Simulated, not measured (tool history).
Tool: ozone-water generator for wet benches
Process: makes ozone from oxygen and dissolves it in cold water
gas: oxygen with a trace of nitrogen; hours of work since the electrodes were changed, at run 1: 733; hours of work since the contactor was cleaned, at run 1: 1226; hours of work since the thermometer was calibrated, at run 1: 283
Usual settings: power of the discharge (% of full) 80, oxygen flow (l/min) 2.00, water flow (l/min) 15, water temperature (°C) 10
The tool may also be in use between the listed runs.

run	hour	power of the discharge (% of full)	oxygen flow (l/min)	water flow (l/min)	water temperature (°C)	hours of work since the electrodes were changed	hours of work since the contactor was cleaned	hours of work since the thermometer was calibrated	dissolved ozone (ppm)	ozone in the gas ahead of the water (g/m3)
1	0.0	80	2.00	15	10	733	1226	283	17.2	237.5
2	122.0	80	2.00	23	10	808	1301	358	11.0	233.9
3	244.7	80	2.00	15	10	883	1377	434	17.1	235.8
4	336.7	80	2.00	15	10	940	1433	490	17.2	234.1
5	441.2	80	2.00	15	10	1004	1497	554	17.2	234.7
6	498.1	80	2.00	15	10	1039	1532	589	17.4	236.6
7	578.6	80	2.00	15	10	1088	1582	639	17.1	233.5
8	715.4	80	2.00	15	10	1172	1665	723	16.9	235.8
9	813.5	80	2.00	15	6	1233	1726	783	17.4	233.9
# hour 823.2: contactor cleaned
10	922.3	80	2.00	22	10	1297	61	847	11.3	234.9
11	1014.2	80	2.00	22	10	1353	117	903	11.1	235.3
12	1113.1	54	2.00	22	10	1414	178	964	9.3	192.0
13	1227.6	54	2.00	22	10	1484	248	1034	9.0	190.6
# hour 1280.8: contactor cleaned, once more
14	1358.5	80	3.45	15	10	1562	48	1112	21.3	199.7
15	1440.8	80	3.45	15	10	1613	98	1163	21.0	196.9
16	1550.2	80	3.45	15	10	1680	165	1230	21.4	197.7
17	1632.2	80	3.45	15	10	1730	216	1280	21.3	196.6
18	1707.1	80	3.45	15	10	1776	262	1326	21.1	196.5
19	1779.2	45	2.00	17	11	1820	306	1370	11.0	171.2
20	1839.7	59	2.00	12	6	1858	343	1408	18.5	197.8
21	1957.8	59	2.00	12	6	1930	416	1480	18.6	199.2
22	2043.3	80	1.41	15	15	1982	468	1533	13.6	256.8
23	2138.2	80	1.41	15	15	2041	526	1591	13.5	256.7
24	2270.3	80	1.41	15	15	2122	607	1672	13.9	258.6
25	2362.2	84	2.52	13	10	2178	664	1728	21.8	220.5
26	2436.0	74	1.17	9	11	2224	709	1774	20.4	261.2
27	2533.9	74	1.57	13	6	2284	769	1834	17.0	238.2
28	2590.2	74	1.57	13	6	2318	804	1868	16.8	237.5
29	2673.7	50	2.00	15	7	2369	855	1920	13.6	180.9
30	2756.0	89	1.08	13	7	2420	905	1970	15.3	292.5
31	2874.8	80	2.16	15	10	2493	978	2043	17.3	222.2
32	2939.6	80	2.16	15	10	2533	1018	2083	17.4	225.1
33	3058.1	52	2.60	14	10	2605	1091	2156	15.8	169.2

Measured less the same run without the tool's hidden state. The same run-to-run variation is in both; the gauge's scatter may not be:
The hidden state here: yield of the discharge, % of new electrodes'; contactor's efficiency, % of a clean one's; true water temperature over the reading, C; drift of the gauge itself on ozone_ppm, %; drift of the gauge itself on gas_g_m3, %.
run	dissolved ozone (ppm)	ozone in the gas ahead of the water (g/m3)
1	-0.5	-3.2
2	-0.3	-3.4
3	-0.5	-3.7
4	-0.5	-4.0
5	-0.6	-4.2
6	-0.6	-4.4
7	-0.7	-4.6
8	-0.7	-5.0
9	-0.8	-5.2
10	-0.6	-5.4
11	-0.6	-5.7
12	-0.5	-3.9
13	-0.5	-4.0
14	-0.8	-5.6
15	-0.9	-5.7
16	-0.9	-5.9
17	-0.9	-6.1
18	-1.0	-6.3
19	-0.4	-4.0
20	-0.8	-5.6
21	-0.8	-5.8
22	-0.8	-9.2
23	-0.8	-9.4
24	-0.7	-9.8
25	-1.3	-8.9
26	-1.2	-10.1
27	-1.0	-9.4
28	-1.0	-9.6
29	-0.7	-6.0
30	-1.0	-13.6
31	-1.2	-10.1
32	-1.2	-10.3
33	-1.0	-6.3
